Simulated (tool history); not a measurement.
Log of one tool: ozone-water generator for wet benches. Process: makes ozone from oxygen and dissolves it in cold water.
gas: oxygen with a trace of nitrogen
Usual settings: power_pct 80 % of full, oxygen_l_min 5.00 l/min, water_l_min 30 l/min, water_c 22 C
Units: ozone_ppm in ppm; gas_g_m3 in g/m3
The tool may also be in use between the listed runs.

| run | hour | power_pct | oxygen_l_min | water_l_min | water_c | ozone_ppm | gas_g_m3 |
|---|---|---|---|---|---|---|---|
| 1 | 0.0 | 80 | 5.00 | 30 | 22 | 22.8 | 289.6 |
| 2 | 18.9 | 80 | 5.00 | 30 | 22 | 23.1 | 286.7 |
| 3 | 43.7 | 80 | 5.00 | 30 | 22 | 23.0 | 284.1 |
| 4 | 81.1 | 80 | 5.00 | 30 | 22 | 22.9 | 282.9 |
| 5 | 120.7 | 80 | 5.00 | 30 | 22 | 22.6 | 286.6 |
| 6 | 160.2 | 80 | 5.00 | 30 | 26 | 21.6 | 285.9 |
| 7 | 181.2 | 77 | 5.00 | 30 | 22 | 21.9 | 276.7 |
| 8 | 207.7 | 77 | 5.00 | 30 | 22 | 21.9 | 278.5 |
| 9 | 237.3 | 77 | 5.00 | 28 | 22 | 23.1 | 277.6 |
| 10 | 271.2 | 77 | 5.00 | 28 | 22 | 23.3 | 276.4 |
| 11 | 289.6 | 80 | 5.00 | 30 | 22 | 22.6 | 285.1 |
| 12 | 314.4 | 80 | 5.00 | 30 | 22 | 22.5 | 286.6 |
| 13 | 346.7 | 80 | 5.00 | 30 | 22 | 22.7 | 284.3 |
| 14 | 378.0 | 80 | 5.00 | 30 | 22 | 22.4 | 283.2 |
| 15 | 408.6 | 80 | 5.00 | 30 | 22 | 22.0 | 285.4 |
| 16 | 431.5 | 80 | 5.00 | 30 | 22 | 22.9 | 283.7 |
| 17 | 451.8 | 80 | 5.00 | 30 | 22 | 22.5 | 286.7 |
| 18 | 470.8 | 80 | 8.54 | 19 | 14 | 36.7 | 225.0 |
| 19 | 508.3 | 80 | 8.54 | 19 | 14 | 37.2 | 228.1 |
| 20 | 541.8 | 80 | 3.22 | 32 | 23 | 19.1 | 344.4 |
| 21 | 569.8 | 80 | 3.22 | 27 | 23 | 22.2 | 341.2 |
| 22 | 606.5 | 80 | 3.65 | 27 | 23 | 22.6 | 325.0 |
| 23 | 648.4 | 80 | 3.65 | 27 | 23 | 22.6 | 323.5 |

Forecast run 24:
| 24 | 682.1 | 52 | 5.00 | 30 | 18 | ? | ? |

ozone_ppm: 15.9 ppm
gas_g_m3: 194.0 g/m3
Without the tool's hidden state the same run would have given ozone_ppm 16.6 ppm, gas_g_m3 196.0 g/m3.

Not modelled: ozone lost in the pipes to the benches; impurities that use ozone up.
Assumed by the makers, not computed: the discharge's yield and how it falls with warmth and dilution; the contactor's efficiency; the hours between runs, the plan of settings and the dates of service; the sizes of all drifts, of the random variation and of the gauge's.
